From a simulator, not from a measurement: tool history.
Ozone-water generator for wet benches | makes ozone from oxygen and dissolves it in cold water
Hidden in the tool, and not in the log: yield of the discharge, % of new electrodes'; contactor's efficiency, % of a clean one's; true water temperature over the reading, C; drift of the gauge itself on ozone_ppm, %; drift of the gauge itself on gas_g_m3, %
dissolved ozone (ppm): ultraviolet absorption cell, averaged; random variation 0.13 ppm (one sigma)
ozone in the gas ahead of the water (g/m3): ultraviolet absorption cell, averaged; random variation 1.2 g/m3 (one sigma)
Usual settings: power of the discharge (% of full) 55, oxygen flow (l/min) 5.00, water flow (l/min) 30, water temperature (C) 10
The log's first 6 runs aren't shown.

run	hour	power of the discharge (% of full)	oxygen flow (l/min)	water flow (l/min)	water temperature (C)	hours of work since the electrodes were changed	hours of work since the contactor was cleaned	hours of work since the thermometer was calibrated	dissolved ozone (ppm)	ozone in the gas ahead of the water (g/m3)
7	419.5	55	2.86	30	10	1296	4507	2998	11.7	253.1
8	496.4	55	5.00	30	11	1357	4568	3059	14.9	212.3
9	553.6	55	5.00	28	10	1402	4613	3104	16.3	211.5
10	611.2	55	8.04	30	10	1447	4659	3149	17.7	183.6
11	696.5	55	8.04	30	10	1515	4726	3217	17.7	183.5
12	746.0	55	8.04	30	10	1554	4765	3256	17.7	180.7
13	792.0	55	8.04	30	10	1590	4802	3292	17.7	183.9
# hour 866.7: gauge calibrated
14	867.1	55	8.04	30	10	1650	4861	3351	17.6	176.5
15	907.2	55	5.00	30	10	1681	4893	3383	15.3	208.1
16	983.8	55	5.00	30	10	1742	4953	3444	15.1	208.5
17	1035.3	55	5.00	30	10	1783	4994	3484	15.1	207.2
18	1088.2	55	8.86	30	10	1824	5036	3526	18.3	174.0
19	1159.8	55	8.86	30	10	1881	5092	3583	18.3	175.6
20	1223.8	44	8.86	41	6	1931	5143	3633	12.1	153.7
21	1289.2	44	8.86	41	6	1983	5194	3685	11.9	152.8
22	1345.5	55	4.21	30	7	2028	5239	3729	14.3	223.5
23	1427.3	55	4.21	30	7	2092	5304	3794	14.5	223.5
24	1477.7	64	6.22	35	10	2132	5343	3834	15.0	215.1
25	1531.1	64	6.22	35	10	2174	5386	3876	15.0	217.5
26	1588.2	63	6.22	31	9	2219	5431	3921	17.2	214.6
27	1650.0	63	6.22	31	9	2268	5479	3970	17.1	218.6
28	1729.2	59	2.61	29	8	2331	5542	4032	12.2	276.7
29	1772.5	49	6.44	29	8	2365	5576	4067	16.4	182.9
30	1860.7	49	6.44	29	8	2435	5646	4136	16.2	184.8
31	1934.2	96	6.44	22	8	2493	5704	4194	33.0	275.1

4 ways to go on from here, each from the tool as it stands after run 31. What would each give?
A	2014.4	73	5.41	30	10	2556	5767	4258	?	?
B	2014.4	42	6.28	22	10	2556	5767	4258	?	?
C	2014.4	96	3.71	36	10	2556	5767	4258	?	?
D	2014.4	55	5.31	30	7	2556	5767	4258	?	?

run	dissolved ozone (ppm)	ozone in the gas ahead of the water (g/m3)
A	18.8	249.6
B	19.3	171.6
C	14.6	328.7
D	16.0	212.0
Without the tool's hidden state the same runs would have given:
run	dissolved ozone (ppm)	ozone in the gas ahead of the water (g/m3)
A	18.8	240.6
B	19.3	165.4
C	14.6	316.8
D	16.0	204.3
